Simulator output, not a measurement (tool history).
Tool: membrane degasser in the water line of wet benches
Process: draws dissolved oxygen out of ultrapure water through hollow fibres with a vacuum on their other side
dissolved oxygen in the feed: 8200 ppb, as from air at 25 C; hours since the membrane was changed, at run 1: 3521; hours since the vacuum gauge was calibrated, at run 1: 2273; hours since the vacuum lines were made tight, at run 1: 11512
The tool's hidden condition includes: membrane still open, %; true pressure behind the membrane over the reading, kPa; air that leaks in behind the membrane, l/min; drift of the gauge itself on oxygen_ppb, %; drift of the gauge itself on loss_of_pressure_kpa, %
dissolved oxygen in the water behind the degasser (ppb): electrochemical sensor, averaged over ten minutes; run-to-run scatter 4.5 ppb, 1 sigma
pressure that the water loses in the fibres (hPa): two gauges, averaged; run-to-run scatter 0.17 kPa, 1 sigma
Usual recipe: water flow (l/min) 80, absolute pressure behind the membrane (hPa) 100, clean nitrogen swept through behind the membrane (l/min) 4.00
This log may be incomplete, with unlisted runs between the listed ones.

run	hour	water flow (l/min)	absolute pressure behind the membrane (hPa)	clean nitrogen swept through behind the membrane (l/min)	hours since the membrane was changed	hours since the vacuum gauge was calibrated	hours since the vacuum lines were made tight	dissolved oxygen in the water behind the degasser (ppb)	pressure that the water loses in the fibres (hPa)
1	0.0	80	100	4.00	3521	2273	11512	469.0	277.5
2	92.9	80	100	4.00	3613	2366	11604	462.6	276.7
3	153.7	80	100	4.00	3674	2427	11665	476.2	277.6
4	257.2	80	100	2.96	3778	2530	11769	539.2	276.5
5	342.7	80	100	2.96	3863	2616	11854	544.4	275.6
6	437.4	80	100	3.42	3958	2710	11949	503.7	275.3
7	507.0	80	100	3.42	4028	2780	12019	508.6	275.4
8	570.5	80	191	3.42	4091	2843	12082	904.5	277.6
9	651.3	80	191	3.42	4172	2924	12163	908.3	276.9
10	743.1	80	191	3.42	4264	3016	12255	913.9	275.1
11	837.9	80	191	3.42	4358	3111	12349	906.2	275.1
12	914.8	80	191	11.70	4435	3188	12426	430.2	279.9
13	981.9	80	191	11.70	4502	3255	12493	428.5	277.0
14	1042.4	113	100	4.00	4563	3315	12554	806.6	392.4
15	1107.3	80	100	4.00	4628	3380	12619	462.7	274.2
16	1162.4	58	100	4.00	4683	3435	12674	285.9	201.6
17	1206.9	59	77	4.00	4727	3480	12718	215.8	206.0
18	1267.9	48	63	1.87	4788	3541	12779	202.6	165.9
19	1345.7	94	100	4.00	4866	3619	12857	597.3	328.7
20	1428.9	80	109	3.43	4949	3702	12940	539.7	276.3
21	1476.7	80	61	1.91	4997	3750	12988	413.5	279.0
22	1573.2	99	135	1.91	5094	3846	13085	1188.4	341.7
23	1649.9	99	135	1.91	5170	3923	13162	1176.6	343.1

Expected results for the next run?
24	1700.9	99	135	1.91	5221	3974	13212	?	?

{"run 24": {"dissolved oxygen in the water behind the degasser (ppb)": 1167.1, "pressure that the water loses in the fibres (hPa)": 345.3}}
Had the tool carried no hidden state, the very same run would have given dissolved oxygen in the water behind the degasser (ppb) 1145.6, pressure that the water loses in the fibres (hPa) 339.7.
